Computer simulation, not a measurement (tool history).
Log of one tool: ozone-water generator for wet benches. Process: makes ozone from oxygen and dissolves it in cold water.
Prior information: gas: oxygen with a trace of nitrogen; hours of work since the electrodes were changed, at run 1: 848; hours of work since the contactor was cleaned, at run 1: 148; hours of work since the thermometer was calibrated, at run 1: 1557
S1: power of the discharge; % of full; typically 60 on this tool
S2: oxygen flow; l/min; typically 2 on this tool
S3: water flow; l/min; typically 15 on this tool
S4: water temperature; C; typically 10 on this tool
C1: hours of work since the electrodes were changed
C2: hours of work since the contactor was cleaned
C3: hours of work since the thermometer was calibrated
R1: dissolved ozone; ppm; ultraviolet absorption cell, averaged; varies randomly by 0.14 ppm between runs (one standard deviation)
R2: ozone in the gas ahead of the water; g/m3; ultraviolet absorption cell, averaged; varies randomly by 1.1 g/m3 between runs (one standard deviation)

{"run": 1, "hour": 0.0, "S1": 60, "S2": 2, "S3": 15, "S4": 10, "C1": 848, "C2": 148, "C3": 1557, "R1": 14.6, "R2": 188}
{"run": 2, "hour": 64.2, "S1": 60, "S2": 2, "S3": 15, "S4": 10, "C1": 897, "C2": 197, "C3": 1606, "R1": 14.7, "R2": 189.3}
{"run": 3, "hour": 114.7, "S1": 60, "S2": 2, "S3": 15, "S4": 10, "C1": 936, "C2": 236, "C3": 1644, "R1": 14.5, "R2": 186.3}
{"run": 4, "hour": 200.4, "S1": 60, "S2": 2, "S3": 15, "S4": 10, "C1": 1001, "C2": 301, "C3": 1710, "R1": 14.5, "R2": 186.8}
{"run": 5, "hour": 261.5, "S1": 78, "S2": 2, "S3": 15, "S4": 10, "C1": 1048, "C2": 348, "C3": 1757, "R1": 17.5, "R2": 224.7}
{"run": 6, "hour": 359.6, "S1": 78, "S2": 2, "S3": 15, "S4": 8, "C1": 1123, "C2": 423, "C3": 1831, "R1": 17.8, "R2": 226.3}
{"run": 7, "hour": 430.1, "S1": 52, "S2": 2, "S3": 15, "S4": 10, "C1": 1177, "C2": 477, "C3": 1885, "R1": 13, "R2": 167}
{"run": 8, "hour": 472.1, "S1": 60, "S2": 2, "S3": 15, "S4": 18, "C1": 1209, "C2": 509, "C3": 1917, "R1": 13.4, "R2": 183.5}
{"run": 9, "hour": 519.4, "S1": 60, "S2": 2, "S3": 15, "S4": 9, "C1": 1245, "C2": 545, "C3": 1953, "R1": 14.3, "R2": 184.1}
{"run": 10, "hour": 582.8, "S1": 60, "S2": 2, "S3": 15, "S4": 10, "C1": 1293, "C2": 593, "C3": 2002, "R1": 14.4, "R2": 183.1}
{"run": 11, "hour": 660.8, "S1": 60, "S2": 2, "S3": 15, "S4": 10, "C1": 1353, "C2": 653, "C3": 2061, "R1": 14.2, "R2": 183.4}
{"run": 12, "hour": 747.9, "S1": 60, "S2": 2, "S3": 15, "S4": 10, "C1": 1419, "C2": 719, "C3": 2128, "R1": 14.1, "R2": 180.1}
{"run": 13, "hour": 809.6, "S1": 60, "S2": 2, "S3": 15, "S4": 10, "C1": 1467, "C2": 766, "C3": 2175, "R1": 14, "R2": 182.7}
{"run": 14, "hour": 889.7, "S1": 60, "S2": 2, "S3": 23, "S4": 10, "C1": 1528, "C2": 828, "C3": 2236, "R1": 9, "R2": 179.2}
{"run": 15, "hour": 960.4, "S1": 60, "S2": 2, "S3": 23, "S4": 10, "C1": 1582, "C2": 881, "C3": 2290, "R1": 8.8, "R2": 178.6}
{"run": 16, "hour": 1039.6, "S1": 60, "S2": 2, "S3": 23, "S4": 10, "C1": 1642, "C2": 942, "C3": 2351, "R1": 8.8, "R2": 180.6}
{"run": 17, "hour": 1114.2, "S1": 60, "S2": 2, "S3": 23, "S4": 10, "C1": 1699, "C2": 999, "C3": 2408, "R1": 8.7, "R2": 179.2}
{"run": 18, "hour": 1194.6, "S1": 60, "S2": 2, "S3": 23, "S4": 10, "C1": 1761, "C2": 1060, "C3": 2469, "R1": 8.4, "R2": 178.8}
{"run": 19, "hour": 1255.1, "S1": 60, "S2": 2, "S3": 23, "S4": 10, "C1": 1807, "C2": 1107, "C3": 2515, "R1": 8.8, "R2": 176.4}
{"run": 20, "hour": 1350.4, "S1": 91, "S2": 2, "S3": 23, "S4": 10, "C1": 1879, "C2": 1179, "C3": 2588, "R1": 11.4, "R2": 236.2}
{"run": 21, "hour": 1423.0, "S1": 54, "S2": 3.34, "S3": 20, "S4": 6, "C1": 1935, "C2": 1235, "C3": 2643, "R1": 11.2, "R2": 132.2}
{"run": 22, "hour": 1496.3, "S1": 50, "S2": 3.34, "S3": 20, "S4": 6, "C1": 1991, "C2": 1291, "C3": 2699, "R1": 10.9, "R2": 125.6}
{"run": 23, "hour": 1576.3, "S1": 50, "S2": 3.34, "S3": 20, "S4": 6, "C1": 2052, "C2": 1352, "C3": 2761, "R1": 10.7, "R2": 127.2}
{"run": 24, "hour": 1616.4, "S1": 44, "S2": 1.3, "S3": 15, "S4": 10, "C1": 2083, "C2": 1382, "C3": 2791, "R1": 9.3, "R2": 168.2}
{"run": 25, "hour": 1707.3, "S1": 60, "S2": 2.87, "S3": 18, "S4": 10, "C1": 2152, "C2": 1452, "C3": 2861, "R1": 12.5, "R2": 151.9}
{"run": 26, "hour": 1795.7, "S1": 60, "S2": 3.08, "S3": 22, "S4": 10, "C1": 2219, "C2": 1519, "C3": 2928, "R1": 10.2, "R2": 145.7}
{"run": 27, "hour": 1892.5, "S1": 54, "S2": 3.08, "S3": 18, "S4": 10, "C1": 2293, "C2": 1593, "C3": 3002, "R1": 11.9, "R2": 135.3}
{"run": 28, "hour": 1970.6, "S1": 40, "S2": 3.2, "S3": 18, "S4": 12, "C1": 2353, "C2": 1653, "C3": 3062, "R1": 9.4, "R2": 109.3}
{"run": 29, "hour": 2027.3, "S1": 60, "S2": 1.64, "S3": 15, "S4": 7, "C1": 2396, "C2": 1696, "C3": 3105, "R1": 12.2, "R2": 187.5}
{"run": 30, "hour": 2078.6, "S1": 42, "S2": 3.21, "S3": 13, "S4": 7, "C1": 2435, "C2": 1735, "C3": 3144, "R1": 13.8, "R2": 113}
{"run": 31, "hour": 2147.5, "S1": 42, "S2": 3.21, "S3": 13, "S4": 7, "C1": 2488, "C2": 1788, "C3": 3197, "R1": 13.9, "R2": 111.9}
{"run": 32, "hour": 2193.8, "S1": 42, "S2": 3.21, "S3": 13, "S4": 7, "C1": 2524, "C2": 1823, "C3": 3232, "R1": 13.6, "R2": 112.3}

Measured less the same run without the tool's hidden state. The same run-to-run variation is in both; the gauge's scatter may not be:
Hidden conditions of the tool in this case: yield of the discharge, % of new electrodes'; contactor's efficiency, % of a clean one's; true water temperature over the reading, C; drift of the gauge itself on ozone_ppm, %; drift of the gauge itself on gas_g_m3, %.
run=1 R1=-0.8 R2=-8.9
run=2 R1=-0.9 R2=-9.6
run=3 R1=-1 R2=-9.9
run=4 R1=-1 R2=-10.7
run=5 R1=-1.5 R2=-16.5
run=6 R1=-1.6 R2=-17.8
run=7 R1=-1 R2=-9.8
run=8 R1=-1.1 R2=-12.7
run=9 R1=-1.3 R2=-13.1
run=10 R1=-1.3 R2=-13.6
run=11 R1=-1.4 R2=-14.1
run=12 R1=-1.5 R2=-14.7
run=13 R1=-1.5 R2=-15.5
run=14 R1=-1 R2=-15.9
run=15 R1=-1.1 R2=-16.3
run=16 R1=-1.1 R2=-17.2
run=17 R1=-1.1 R2=-17.8
run=18 R1=-1.2 R2=-18.4
run=19 R1=-1.2 R2=-18.8
run=20 R1=-2.2 R2=-35.8
run=21 R1=-1.6 R2=-13.9
run=22 R1=-1.5 R2=-12.5
run=23 R1=-1.6 R2=-13
run=24 R1=-1.2 R2=-15.4
run=25 R1=-2.1 R2=-19.5
run=26 R1=-1.9 R2=-19.4
run=27 R1=-2 R2=-17.1
run=28 R1=-1.4 R2=-10.2
run=29 R1=-2.4 R2=-27.2
run=30 R1=-2.1 R2=-11.7
run=31 R1=-2.1 R2=-11.9
run=32 R1=-2.2 R2=-12.1
